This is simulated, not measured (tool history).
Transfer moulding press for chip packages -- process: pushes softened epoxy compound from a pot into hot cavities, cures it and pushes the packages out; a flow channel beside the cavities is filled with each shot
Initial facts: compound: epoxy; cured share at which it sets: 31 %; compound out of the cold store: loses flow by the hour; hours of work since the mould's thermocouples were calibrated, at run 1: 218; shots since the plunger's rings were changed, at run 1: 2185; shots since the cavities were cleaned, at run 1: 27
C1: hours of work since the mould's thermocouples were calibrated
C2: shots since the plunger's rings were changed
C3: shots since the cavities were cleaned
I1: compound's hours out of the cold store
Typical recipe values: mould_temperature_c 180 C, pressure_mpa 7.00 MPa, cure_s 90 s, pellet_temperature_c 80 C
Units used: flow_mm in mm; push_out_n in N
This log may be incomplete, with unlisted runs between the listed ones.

Run 1, hour 0.0: usual settings; C1 218; C2 2185; C3 27; I1 10.0. Result: flow_mm 878 mm, push_out_n 551 N.
Run 2, hour 4.8: usual settings but cure_s 79 s; C1 222; C2 2248; C3 90; I1 18.2. Result: flow_mm 858 mm, push_out_n 743 N.
Run 3, hour 9.4: usual settings; C1 225; C2 2309; C3 151; I1 38.1. Result: flow_mm 816 mm, push_out_n 551 N.
Run 4, hour 16.4: usual settings; C1 230; C2 2401; C3 243; I1 42.5. Result: flow_mm 806 mm, push_out_n 547 N.
Run 5, hour 20.3: usual settings; C1 233; C2 2452; C3 294; I1 17.5. Result: flow_mm 861 mm, push_out_n 604 N.
Run 6, hour 24.3: usual settings; C1 236; C2 2505; C3 347; I1 44.6. Result: flow_mm 800 mm, push_out_n 607 N.
Run 7, hour 29.0: usual settings; C1 239; C2 2568; C3 410; I1 10.0. Result: flow_mm 870 mm, push_out_n 650 N.
Run 8, hour 36.6: usual settings; C1 245; C2 2668; C3 510; I1 36.0. Result: flow_mm 816 mm, push_out_n 665 N.
At hour 42.4: cavities cleaned with cleaning compound and waxed.
Run 9, hour 46.6: usual settings but pressure_mpa 5.64 MPa; C1 251; C2 2780; C3 55; I1 42.0. Result: flow_mm 721 mm, push_out_n 523 N.
Run 10, hour 52.1: usual settings but pressure_mpa 5.64 MPa; C1 255; C2 2853; C3 128; I1 11.4. Result: flow_mm 776 mm, push_out_n 570 N.
Run 11, hour 60.6: usual settings but pressure_mpa 5.64 MPa; C1 261; C2 2965; C3 240; I1 30.1. Result: flow_mm 740 mm, push_out_n 583 N.
Run 12, hour 66.3: usual settings; C1 265; C2 3040; C3 315; I1 44.8. Result: flow_mm 795 mm, push_out_n 589 N.
Run 13, hour 71.4: usual settings; C1 269; C2 3108; C3 383; I1 19.8. Result: flow_mm 845 mm, push_out_n 624 N.
Run 14, hour 78.9: usual settings; C1 274; C2 3207; C3 482; I1 8.9. Result: flow_mm 870 mm, push_out_n 666 N.
Run 15, hour 83.5: usual settings; C1 277; C2 3268; C3 543; I1 20.2. Result: flow_mm 843 mm, push_out_n 652 N.
At hour 86.8: cavities cleaned with cleaning compound and waxed.
Run 16, hour 89.1: usual settings but mould_temperature_c 188 C, pressure_mpa 6.94 MPa, pellet_temperature_c 88 C; C1 280; C2 3321; C3 30; I1 44.6. Result: flow_mm 771 mm, push_out_n 387 N.
Run 17, hour 97.7: usual settings; C1 286; C2 3436; C3 145; I1 37.4. Result: flow_mm 811 mm, push_out_n 562 N.
Run 18, hour 102.3: usual settings; C1 290; C2 3495; C3 204; I1 10.5. Result: flow_mm 863 mm, push_out_n 592 N.
Run 19, hour 109.4: usual settings but cure_s 102 s, pellet_temperature_c 73 C; C1 295; C2 3590; C3 299; I1 11.6. Result: flow_mm 867 mm, push_out_n 507 N.
Run 20, hour 117.7: usual settings but cure_s 102 s, pellet_temperature_c 73 C; C1 301; C2 3699; C3 408; I1 25.9. Result: flow_mm 828 mm, push_out_n 520 N.
Run 21, hour 125.7: usual settings but cure_s 102 s, pellet_temperature_c 73 C; C1 306; C2 3804; C3 513; I1 11.4. Result: flow_mm 859 mm, push_out_n 527 N.
At hour 131.6: cavities cleaned with cleaning compound and waxed.
Run 22, hour 135.2: usual settings but cure_s 102 s, pellet_temperature_c 73 C; C1 312; C2 3910; C3 47; I1 26.9. Result: flow_mm 826 mm, push_out_n 442 N.
Run 23, hour 144.2: usual settings but mould_temperature_c 183 C, pressure_mpa 7.55 MPa, cure_s 95 s, pellet_temperature_c 90 C; C1 319; C2 4029; C3 166; I1 35.6. Result: flow_mm 829 mm, push_out_n 432 N.
Run 24, hour 149.6: usual settings but mould_temperature_c 183 C, pressure_mpa 7.55 MPa, cure_s 95 s, pellet_temperature_c 90 C; C1 323; C2 4100; C3 237; I1 38.6. Result: flow_mm 825 mm, push_out_n 463 N.
Run 25, hour 158.7: usual settings but mould_temperature_c 174 C, pressure_mpa 6.44 MPa, cure_s 128 s, pellet_temperature_c 83 C; C1 329; C2 4221; C3 358; I1 23.1. Result: flow_mm 814 mm, push_out_n 501 N.
Run 26, hour 164.5: usual settings but mould_temperature_c 176 C, pressure_mpa 7.57 MPa, cure_s 128 s, pellet_temperature_c 83 C; C1 333; C2 4298; C3 435; I1 17.8. Result: flow_mm 887 mm, push_out_n 481 N.
Run 27, hour 173.1: usual settings but mould_temperature_c 176 C, pressure_mpa 7.57 MPa, cure_s 128 s, pellet_temperature_c 78 C; C1 339; C2 4411; C3 548; I1 19.6. Result: flow_mm 884 mm, push_out_n 500 N.
At hour 175.9: cavities cleaned with cleaning compound and waxed.
Run 28, hour 181.9: usual settings but mould_temperature_c 176 C, pressure_mpa 7.57 MPa, cure_s 128 s, pellet_temperature_c 78 C; C1 345; C2 4508; C3 79; I1 47.5. Result: flow_mm 828 mm, push_out_n 402 N.
Run 29, hour 185.9: usual settings but mould_temperature_c 187 C, pressure_mpa 8.63 MPa, cure_s 91 s, pellet_temperature_c 78 C; C1 348; C2 4561; C3 132; I1 8.3. Result: flow_mm 932 mm, push_out_n 403 N.

3 options for the next run, each taken on its own from the tool as it stands now. Forecast them:
Run A, hour 193.9: usual settings but mould_temperature_c 179 C, pressure_mpa 6.33 MPa, cure_s 91 s, pellet_temperature_c 78 C; C1 353; C2 4666; C3 237; I1 38.2. Result: flow_mm ?, push_out_n ?.
Run B, hour 193.9: usual settings but cure_s 73 s; C1 353; C2 4666; C3 237; I1 8.8. Result: flow_mm ?, push_out_n ?.
Run C, hour 193.9: usual settings but pressure_mpa 7.84 MPa, cure_s 107 s; C1 353; C2 4666; C3 237; I1 39.5. Result: flow_mm ?, push_out_n ?.

run  flow_mm  push_out_n
  A      763         591
  B      864         966
  C      845         439
With no hidden state in the tool, these same runs would have given:
run  flow_mm  push_out_n
  A      793         521
  B      898         855
  C      878         384
